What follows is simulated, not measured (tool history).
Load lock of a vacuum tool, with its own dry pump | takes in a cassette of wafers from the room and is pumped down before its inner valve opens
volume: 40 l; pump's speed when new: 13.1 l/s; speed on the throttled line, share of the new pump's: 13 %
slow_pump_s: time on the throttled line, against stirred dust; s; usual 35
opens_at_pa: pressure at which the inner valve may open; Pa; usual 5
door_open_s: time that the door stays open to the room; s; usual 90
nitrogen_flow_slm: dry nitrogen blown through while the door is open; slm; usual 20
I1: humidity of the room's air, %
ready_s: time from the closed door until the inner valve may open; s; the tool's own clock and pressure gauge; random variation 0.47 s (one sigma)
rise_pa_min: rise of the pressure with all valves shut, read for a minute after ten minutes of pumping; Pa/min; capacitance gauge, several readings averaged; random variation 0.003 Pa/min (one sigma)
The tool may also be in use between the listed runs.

{"run": 1, "day": 0.0, "slow_pump_s": 35, "opens_at_pa": 5, "door_open_s": 90, "nitrogen_flow_slm": 20, "I1": 46.3, "ready_s": 63.7, "rise_pa_min": 0.138}
{"run": 2, "day": 3.388, "slow_pump_s": 35, "opens_at_pa": 10, "door_open_s": 90, "nitrogen_flow_slm": 20, "I1": 46.3, "ready_s": 60.8, "rise_pa_min": 0.14}
{"run": 3, "day": 8.388, "slow_pump_s": 35, "opens_at_pa": 5, "door_open_s": 90, "nitrogen_flow_slm": 17, "I1": 45.7, "ready_s": 63.1, "rise_pa_min": 0.155}
{"run": 4, "day": 12.204, "slow_pump_s": 35, "opens_at_pa": 5, "door_open_s": 90, "nitrogen_flow_slm": 17, "I1": 45.2, "ready_s": 63.4, "rise_pa_min": 0.147}
{"run": 5, "day": 16.325, "slow_pump_s": 35, "opens_at_pa": 5, "door_open_s": 90, "nitrogen_flow_slm": 17, "I1": 44.9, "ready_s": 63.7, "rise_pa_min": 0.164}
{"run": 6, "day": 20.071, "slow_pump_s": 35, "opens_at_pa": 5, "door_open_s": 33, "nitrogen_flow_slm": 17, "I1": 48.5, "ready_s": 64, "rise_pa_min": 0.144}
{"run": 7, "day": 22.912, "slow_pump_s": 35, "opens_at_pa": 5, "door_open_s": 33, "nitrogen_flow_slm": 17, "I1": 43, "ready_s": 63.5, "rise_pa_min": 0.149}
{"run": 8, "day": 27.154, "slow_pump_s": 35, "opens_at_pa": 5, "door_open_s": 33, "nitrogen_flow_slm": 17, "I1": 47.3, "ready_s": 63, "rise_pa_min": 0.151}
{"run": 9, "day": 29.588, "slow_pump_s": 35, "opens_at_pa": 5, "door_open_s": 90, "nitrogen_flow_slm": 20, "I1": 44.5, "ready_s": 63.7, "rise_pa_min": 0.171}
{"run": 10, "day": 31.75, "slow_pump_s": 35, "opens_at_pa": 5, "door_open_s": 90, "nitrogen_flow_slm": 26, "I1": 43, "ready_s": 62.7, "rise_pa_min": 0.165}
{"run": 11, "day": 36.7, "slow_pump_s": 35, "opens_at_pa": 5, "door_open_s": 90, "nitrogen_flow_slm": 26, "I1": 46.5, "ready_s": 64.6, "rise_pa_min": 0.176}
{"run": 12, "day": 40.846, "slow_pump_s": 35, "opens_at_pa": 5, "door_open_s": 90, "nitrogen_flow_slm": 26, "I1": 46.9, "ready_s": 64.3, "rise_pa_min": 0.181}
{"run": 13, "day": 45.325, "slow_pump_s": 35, "opens_at_pa": 7, "door_open_s": 90, "nitrogen_flow_slm": 20, "I1": 46.7, "ready_s": 61.5, "rise_pa_min": 0.193}
{"run": 14, "day": 49.233, "slow_pump_s": 61, "opens_at_pa": 5, "door_open_s": 90, "nitrogen_flow_slm": 20, "I1": 45.9, "ready_s": 86.3, "rise_pa_min": 0.195}
{"run": 15, "day": 51.838, "slow_pump_s": 35, "opens_at_pa": 5, "door_open_s": 90, "nitrogen_flow_slm": 20, "I1": 47.6, "ready_s": 64.1, "rise_pa_min": 0.194}
{"run": 16, "day": 55.542, "slow_pump_s": 35, "opens_at_pa": 5, "door_open_s": 90, "nitrogen_flow_slm": 20, "I1": 44.7, "ready_s": 64.2, "rise_pa_min": 0.198}
{"run": 17, "day": 59.212, "slow_pump_s": 35, "opens_at_pa": 5, "door_open_s": 90, "nitrogen_flow_slm": 20, "I1": 47.8, "ready_s": 64, "rise_pa_min": 0.204}
{"run": 18, "day": 61.638, "slow_pump_s": 35, "opens_at_pa": 5, "door_open_s": 90, "nitrogen_flow_slm": 20, "I1": 44.8, "ready_s": 64.6, "rise_pa_min": 0.207}
{"run": 19, "day": 65.538, "slow_pump_s": 21, "opens_at_pa": 5, "door_open_s": 90, "nitrogen_flow_slm": 20, "I1": 46.4, "ready_s": 53.1, "rise_pa_min": 0.217}
{"run": 20, "day": 68.217, "slow_pump_s": 21, "opens_at_pa": 5, "door_open_s": 90, "nitrogen_flow_slm": 20, "I1": 44.6, "ready_s": 52.1, "rise_pa_min": 0.217}
{"run": 21, "day": 72.446, "slow_pump_s": 56, "opens_at_pa": 5, "door_open_s": 90, "nitrogen_flow_slm": 9, "I1": 41.6, "ready_s": 81.7, "rise_pa_min": 0.24}
{"run": 22, "day": 76.838, "slow_pump_s": 57, "opens_at_pa": 5, "door_open_s": 90, "nitrogen_flow_slm": 14, "I1": 44.1, "ready_s": 82.3, "rise_pa_min": 0.242}
{"run": 23, "day": 81.312, "slow_pump_s": 38, "opens_at_pa": 9, "door_open_s": 60, "nitrogen_flow_slm": 16, "I1": 43.4, "ready_s": 64.9, "rise_pa_min": 0.224}
{"run": 24, "day": 85.683, "slow_pump_s": 40, "opens_at_pa": 7, "door_open_s": 180, "nitrogen_flow_slm": 31, "I1": 45.1, "ready_s": 66.2, "rise_pa_min": 0.247}
{"run": 25, "day": 88.954, "slow_pump_s": 20, "opens_at_pa": 5, "door_open_s": 227, "nitrogen_flow_slm": 20, "I1": 42.1, "ready_s": 52.1, "rise_pa_min": 0.279}
{"run": 26, "day": 93.012, "slow_pump_s": 20, "opens_at_pa": 5, "door_open_s": 227, "nitrogen_flow_slm": 20, "I1": 46.3, "ready_s": 51.7, "rise_pa_min": 0.289}
{"run": 27, "day": 97.542, "slow_pump_s": 18, "opens_at_pa": 9, "door_open_s": 143, "nitrogen_flow_slm": 18, "I1": 44.4, "ready_s": 47.7, "rise_pa_min": 0.281}
{"run": 28, "day": 100.975, "slow_pump_s": 23, "opens_at_pa": 9, "door_open_s": 239, "nitrogen_flow_slm": 6, "I1": 44.8, "ready_s": 52.2, "rise_pa_min": 0.363}
{"run": 29, "day": 105.046, "slow_pump_s": 26, "opens_at_pa": 6, "door_open_s": 30, "nitrogen_flow_slm": 6, "I1": 42.3, "ready_s": 56.2, "rise_pa_min": 0.263}
{"run": 30, "day": 107.892, "slow_pump_s": 26, "opens_at_pa": 4, "door_open_s": 30, "nitrogen_flow_slm": 26, "I1": 51.6, "ready_s": 57.9, "rise_pa_min": 0.25}
{"run": 31, "day": 110.108, "slow_pump_s": 67, "opens_at_pa": 5, "door_open_s": 90, "nitrogen_flow_slm": 15, "I1": 46.7, "ready_s": 90.2, "rise_pa_min": 0.287}
{"run": 32, "day": 112.517, "slow_pump_s": 19, "opens_at_pa": 5, "door_open_s": 90, "nitrogen_flow_slm": 20, "I1": 42, "ready_s": 51.3, "rise_pa_min": 0.277}
{"run": 33, "day": 117.029, "slow_pump_s": 19, "opens_at_pa": 10, "door_open_s": 90, "nitrogen_flow_slm": 6, "I1": 47.6, "ready_s": 47.8, "rise_pa_min": 0.326}
{"run": 34, "day": 120.425, "slow_pump_s": 57, "opens_at_pa": 10, "door_open_s": 90, "nitrogen_flow_slm": 44, "I1": 47.5, "ready_s": 81.5, "rise_pa_min": 0.279}
{"run": 35, "day": 124.279, "slow_pump_s": 42, "opens_at_pa": 9, "door_open_s": 68, "nitrogen_flow_slm": 20, "I1": 45.1, "ready_s": 68.6, "rise_pa_min": 0.287}
{"run": 36, "day": 128.629, "slow_pump_s": 48, "opens_at_pa": 4, "door_open_s": 188, "nitrogen_flow_slm": 8, "I1": 44.8, "ready_s": 76.4, "rise_pa_min": 0.381}
{"run": 37, "day": 133.492, "slow_pump_s": 35, "opens_at_pa": 8, "door_open_s": 102, "nitrogen_flow_slm": 20, "I1": 45.5, "ready_s": 62.6, "rise_pa_min": 0.325}

Measured less the same run without the tool's hidden state. The same run-to-run variation is in both; the gauge's scatter may not be:
The hidden state here: pump's speed, % of a new pump's; leak at the door's seal, Pa l/s; drift of the gauge itself on ready_s, %; drift of the gauge itself on rise_pa_min, %.
run=1 ready_s=+2 rise_pa_min=+0.096
run=2 ready_s=+1.9 rise_pa_min=+0.103
run=3 ready_s=+2.1 rise_pa_min=+0.106
run=4 ready_s=+2.2 rise_pa_min=+0.109
run=5 ready_s=+2.2 rise_pa_min=+0.117
run=6 ready_s=+2.3 rise_pa_min=+0.121
run=7 ready_s=+2.3 rise_pa_min=+0.123
run=8 ready_s=+2.3 rise_pa_min=+0.13
run=9 ready_s=+2.4 rise_pa_min=+0.133
run=10 ready_s=+2.3 rise_pa_min=+0.136
run=11 ready_s=+2.5 rise_pa_min=+0.14
run=12 ready_s=+2.5 rise_pa_min=+0.144
run=13 ready_s=+2.4 rise_pa_min=+0.15
run=14 ready_s=+2.2 rise_pa_min=+0.154
run=15 ready_s=+2.6 rise_pa_min=+0.157
run=16 ready_s=+2.6 rise_pa_min=+0.162
run=17 ready_s=+2.6 rise_pa_min=+0.168
run=18 ready_s=+2.7 rise_pa_min=+0.172
run=19 ready_s=+3 rise_pa_min=+0.176
run=20 ready_s=+3 rise_pa_min=+0.181
run=21 ready_s=+2.5 rise_pa_min=+0.185
run=22 ready_s=+2.6 rise_pa_min=+0.193
run=23 ready_s=+2.7 rise_pa_min=+0.195
run=24 ready_s=+2.7 rise_pa_min=+0.204
run=25 ready_s=+3.3 rise_pa_min=+0.212
run=26 ready_s=+3.3 rise_pa_min=+0.215
run=27 ready_s=+3.1 rise_pa_min=+0.223
run=28 ready_s=+3.1 rise_pa_min=+0.223
run=29 ready_s=+3.3 rise_pa_min=+0.229
run=30 ready_s=+3.5 rise_pa_min=+0.231
run=31 ready_s=+2.8 rise_pa_min=+0.239
run=32 ready_s=+3.6 rise_pa_min=+0.241
run=33 ready_s=+3.3 rise_pa_min=+0.25
run=34 ready_s=+2.8 rise_pa_min=+0.255
run=35 ready_s=+3.1 rise_pa_min=+0.258
run=36 ready_s=+3.3 rise_pa_min=+0.274
run=37 ready_s=+3.3 rise_pa_min=+0.281

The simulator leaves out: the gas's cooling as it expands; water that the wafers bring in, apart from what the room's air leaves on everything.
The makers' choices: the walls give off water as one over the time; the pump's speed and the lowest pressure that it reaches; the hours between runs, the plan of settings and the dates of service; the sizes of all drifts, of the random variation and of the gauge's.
